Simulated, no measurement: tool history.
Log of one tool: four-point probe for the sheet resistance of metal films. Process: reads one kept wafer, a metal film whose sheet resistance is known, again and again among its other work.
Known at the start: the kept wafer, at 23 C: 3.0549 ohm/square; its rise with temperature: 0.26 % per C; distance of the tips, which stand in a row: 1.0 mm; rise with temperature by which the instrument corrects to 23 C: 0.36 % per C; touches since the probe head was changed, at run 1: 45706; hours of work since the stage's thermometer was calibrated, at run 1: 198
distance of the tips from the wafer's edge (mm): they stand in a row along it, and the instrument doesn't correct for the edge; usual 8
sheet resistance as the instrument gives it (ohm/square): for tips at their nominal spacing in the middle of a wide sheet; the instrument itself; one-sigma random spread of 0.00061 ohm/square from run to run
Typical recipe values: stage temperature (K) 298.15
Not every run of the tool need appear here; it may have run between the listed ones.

| run | hour | stage temperature (K) | distance of the tips from the wafer's edge (mm) | touches since the probe head was changed | hours of work since the stage's thermometer was calibrated | sheet resistance as the instrument gives it (ohm/square) |
|---|---|---|---|---|---|---|
| 1 | 0 | 298.15 | 8 | 45706 | 198 | 3.05091 |
| 2 | 41.7 | 293.15 | 8 | 46970 | 223 | 3.066943 |
| 3 | 77.1 | 293.15 | 8 | 48042 | 245 | 3.064866 |
| 4 | 111.9 | 297.15 | 8 | 49095 | 266 | 3.053031 |
| 5 | 138 | 298.15 | 48 | 49886 | 281 | 3.024803 |
| 6 | 159.7 | 298.15 | 48 | 50542 | 294 | 3.0254 |
| 7 | 191.7 | 298.15 | 8 | 51514 | 313 | 3.050785 |
| 8 | 233.6 | 298.15 | 8 | 52780 | 338 | 3.050158 |
| 9 | 255.6 | 291.15 | 8 | 53447 | 352 | 3.070254 |
| 10 | 292.6 | 298.15 | 8 | 54569 | 374 | 3.048683 |
| 11 | 325 | 298.15 | 8 | 55551 | 393 | 3.049644 |
| 12 | 348.7 | 298.15 | 29 | 56267 | 407 | 3.025796 |
| 13 | 378.8 | 298.15 | 29 | 57180 | 426 | 3.025201 |
| 14 | 413.1 | 305.15 | 29 | 58218 | 446 | 3.004662 |
| 15 | 444.3 | 296.15 | 8 | 59164 | 465 | 3.05455 |
|  | 447.9 | stage's thermometer calibrated |
| 16 | 480.3 | 300.15 | 8 | 60239 | 19 | 3.043651 |
| 17 | 517 | 300.15 | 8 | 61352 | 41 | 3.042164 |
|  | 545.4 | stage's thermometer calibrated, once more |
| 18 | 560.8 | 300.15 | 8 | 62661 | 9 | 3.043346 |
| 19 | 590.9 | 300.15 | 8 | 63574 | 27 | 3.043404 |
| 20 | 609.4 | 300.15 | 8 | 64134 | 38 | 3.041763 |
| 21 | 646.7 | 300.15 | 8 | 65265 | 61 | 3.042641 |
| 22 | 675.2 | 298.15 | 7 | 66127 | 78 | 3.056661 |
| 23 | 709.1 | 298.15 | 37 | 67152 | 98 | 3.024455 |
| 24 | 737.2 | 292.15 | 19 | 68006 | 115 | 3.044879 |
| 25 | 771.4 | 298.15 | 12 | 69040 | 135 | 3.033164 |
| 26 | 802.8 | 291.15 | 6 | 69992 | 154 | 3.088374 |
| 27 | 847.2 | 303.15 | 44 | 71335 | 181 | 3.008204 |
| 28 | 882.7 | 295.15 | 8 | 72413 | 202 | 3.054516 |
| 29 | 908.6 | 295.15 | 8 | 73197 | 218 | 3.055557 |
| 30 | 934.1 | 296.15 | 23 | 73969 | 233 | 3.030981 |
| 31 | 964.1 | 301.15 | 3 | 74875 | 251 | 3.182862 |
| 32 | 986.2 | 301.15 | 3 | 75545 | 264 | 3.182572 |
| 33 | 1024.1 | 301.15 | 3 | 76695 | 287 | 3.18227 |
| 34 | 1053.6 | 301.15 | 3 | 77589 | 305 | 3.182491 |
| 35 | 1074.3 | 301.15 | 35 | 78216 | 317 | 3.014132 |
| 36 | 1094.2 | 299.15 | 7 | 78818 | 329 | 3.050545 |
| 37 | 1117.3 | 295.15 | 4 | 79518 | 343 | 3.12765 |
| 38 | 1160.3 | 307.15 | 69 | 80820 | 369 | 2.995844 |
| 39 | 1191.4 | 299.15 | 12 | 81761 | 387 | 3.028228 |
| 40 | 1234.7 | 299.15 | 12 | 83073 | 413 | 3.029754 |
| 41 | 1277.8 | 298.15 | 4 | 84377 | 439 | 3.119006 |
| 42 | 1316.2 | 307.15 | 3 | 85540 | 462 | 3.162845 |

Alternative continuations, all from the tool just after run 42; predict every row:
| A | 1358.9 | 304.15 | 19 | 86835 | 488 | ? |
| B | 1358.9 | 298.15 | 5 | 86835 | 488 | ? |
| C | 1358.9 | 299.15 | 44 | 86835 | 488 | ? |
| D | 1358.9 | 298.15 | 9 | 86835 | 488 | ? |
| E | 1358.9 | 297.15 | 44 | 86835 | 488 | ? |

| run | sheet resistance as the instrument gives it (ohm/square) |
|---|---|
| A | 3.008551 |
| B | 3.084868 |
| C | 3.018518 |
| D | 3.039246 |
| E | 3.022795 |
Take away the tool's hidden state, keep each run's random variation, and the runs would have read:
| run | sheet resistance as the instrument gives it (ohm/square) |
|---|---|
| A | 3.037537 |
| B | 3.11454 |
| C | 3.0476 |
| D | 3.068513 |
| E | 3.051917 |
